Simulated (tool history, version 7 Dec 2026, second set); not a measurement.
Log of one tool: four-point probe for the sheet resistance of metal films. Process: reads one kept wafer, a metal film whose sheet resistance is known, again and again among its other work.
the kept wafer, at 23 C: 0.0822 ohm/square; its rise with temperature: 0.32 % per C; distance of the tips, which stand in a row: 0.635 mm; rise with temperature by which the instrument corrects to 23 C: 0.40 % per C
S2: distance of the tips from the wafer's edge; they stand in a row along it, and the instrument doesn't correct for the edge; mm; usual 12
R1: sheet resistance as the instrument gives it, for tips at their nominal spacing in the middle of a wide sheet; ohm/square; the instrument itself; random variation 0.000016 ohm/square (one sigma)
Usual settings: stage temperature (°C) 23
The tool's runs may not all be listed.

Run 1, day 0.000: usual settings. Result: R1 0.082329 ohm/square.
Run 2, day 2.538: usual settings. Result: R1 0.082311 ohm/square.
At day 3.721: new probe head fitted.
Run 3, day 6.229: usual settings. Result: R1 0.082320 ohm/square.
Run 4, day 8.500: usual settings but stage temperature (°C) 19. Result: R1 0.082628 ohm/square.
Run 5, day 12.238: usual settings but stage temperature (°C) 19. Result: R1 0.082613 ohm/square.
Run 6, day 17.096: usual settings but stage temperature (°C) 19. Result: R1 0.082617 ohm/square.
Run 7, day 22.192: usual settings but stage temperature (°C) 19. Result: R1 0.082606 ohm/square.
Run 8, day 24.700: usual settings but stage temperature (°C) 19. Result: R1 0.082625 ohm/square.
Run 9, day 28.167: usual settings. Result: R1 0.082332 ohm/square.
Run 10, day 32.542: usual settings. Result: R1 0.082317 ohm/square.
At day 33.004: stage's thermometer calibrated.
Run 11, day 35.871: usual settings. Result: R1 0.082320 ohm/square.
Run 12, day 39.875: usual settings. Result: R1 0.082320 ohm/square.
Run 13, day 44.633: usual settings. Result: R1 0.082333 ohm/square.
Run 14, day 49.612: usual settings but stage temperature (°C) 33. Result: R1 0.081626 ohm/square.
Run 15, day 54.650: usual settings but stage temperature (°C) 33. Result: R1 0.081628 ohm/square.
Run 16, day 59.029: usual settings but stage temperature (°C) 33. Result: R1 0.081621 ohm/square.
Run 17, day 63.221: usual settings but stage temperature (°C) 33. Result: R1 0.081629 ohm/square.
Run 18, day 68.296: usual settings but stage temperature (°C) 33. Result: R1 0.081641 ohm/square.
Run 19, day 71.850: usual settings but stage temperature (°C) 27, S2 16 mm. Result: R1 0.081964 ohm/square.
Run 20, day 76.317: usual settings but stage temperature (°C) 24, S2 7 mm. Result: R1 0.082495 ohm/square.
Run 21, day 79.521: usual settings but stage temperature (°C) 22, S2 4 mm. Result: R1 0.083383 ohm/square.
Run 22, day 83.900: usual settings but stage temperature (°C) 22, S2 4 mm. Result: R1 0.083388 ohm/square.
Run 23, day 87.762: usual settings. Result: R1 0.082325 ohm/square.
Run 24, day 92.096: usual settings but S2 48 mm. Result: R1 0.082224 ohm/square.
Run 25, day 96.408: usual settings but stage temperature (°C) 20, S2 4 mm. Result: R1 0.083532 ohm/square.
Run 26, day 99.083: usual settings but stage temperature (°C) 20, S2 4 mm. Result: R1 0.083523 ohm/square.
Run 27, day 102.600: usual settings but stage temperature (°C) 24, S2 4 mm. Result: R1 0.083224 ohm/square.
Run 28, day 106.275: usual settings but stage temperature (°C) 34, S2 24 mm. Result: R1 0.081456 ohm/square.
Run 29, day 110.125: usual settings but stage temperature (°C) 18, S2 10 mm. Result: R1 0.082760 ohm/square.

4 ways to go on from here, each from the tool as it stands after run 29. What would each give?
Run A, day 113.308: usual settings but stage temperature (°C) 27, S2 20 mm. Result: R1 ?.
Run B, day 113.308: usual settings but stage temperature (°C) 19. Result: R1 ?.
Run C, day 113.308: usual settings but stage temperature (°C) 22. Result: R1 ?.
Run D, day 113.308: usual settings but stage temperature (°C) 26, S2 30 mm. Result: R1 ?.

run        R1
  A  0.081956
  B  0.082627
  C  0.082413
  D  0.081988
Without the tool's hidden state the same runs would have given:
run        R1
  A  0.081948
  B  0.082620
  C  0.082405
  D  0.081981
